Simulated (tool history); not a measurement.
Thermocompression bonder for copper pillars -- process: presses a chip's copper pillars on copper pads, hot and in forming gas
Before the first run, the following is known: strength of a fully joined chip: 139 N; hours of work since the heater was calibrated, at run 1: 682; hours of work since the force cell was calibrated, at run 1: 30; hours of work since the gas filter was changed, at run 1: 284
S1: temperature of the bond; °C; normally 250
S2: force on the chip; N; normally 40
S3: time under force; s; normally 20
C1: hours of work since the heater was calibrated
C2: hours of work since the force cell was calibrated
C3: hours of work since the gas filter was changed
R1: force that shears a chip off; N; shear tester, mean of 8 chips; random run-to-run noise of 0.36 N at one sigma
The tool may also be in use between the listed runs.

Run 1, hour 0: usual settings; C1 682; C2 30; C3 284. Result: R1 49.1 N.
At hour 9.5: forming gas filter changed.
Run 2, hour 43.6: usual settings; C1 713; C2 61; C3 25. Result: R1 53.3 N.
Run 3, hour 82.6: usual settings; C1 742; C2 90; C3 53. Result: R1 53.6 N.
Run 4, hour 102.6: usual settings; C1 756; C2 105; C3 68. Result: R1 53.4 N.
Run 5, hour 126: usual settings but S1 271 °C; C1 773; C2 122; C3 85. Result: R1 74.4 N.
Run 6, hour 144.6: usual settings but S1 271 °C; C1 787; C2 135; C3 98. Result: R1 73.4 N.
Run 7, hour 187: usual settings but S1 238 °C, S2 56 N; C1 818; C2 166; C3 129. Result: R1 55.6 N.
Run 8, hour 206.5: usual settings but S1 248 °C, S2 37 N, S3 11 s; C1 832; C2 180; C3 144. Result: R1 37.3 N.
Run 9, hour 228.7: usual settings but S1 248 °C, S2 37 N, S3 11 s; C1 848; C2 196; C3 160. Result: R1 36.8 N.
Run 10, hour 250: usual settings but S1 256 °C, S2 27 N, S3 33 s; C1 864; C2 212; C3 175. Result: R1 51 N.
Run 11, hour 284.4: usual settings but S1 265 °C, S2 31 N, S3 38 s; C1 889; C2 237; C3 200. Result: R1 66.8 N.

Some steps in R1 between neighbouring runs. How much of each would the tool show without its hidden state too (settings, what came in, random variation), and how much is left for the hidden state, with any gauge scatter that isn't in both results?
The tool's hidden condition here consists of: true temperature of the bond over the reading, C; force that reaches the chip, % of what is set; oxide that the forming gas leaves, % of the face; drift of the gauge itself on shear_n, %.
Run 1 -> 2: forming gas filter changed. R1 +4.2 N: hidden state +4.7, all else -0.5.
Run 4 -> 5: S1 250 -> 271. R1 +21 N: hidden state -0.3, all else +21.3.
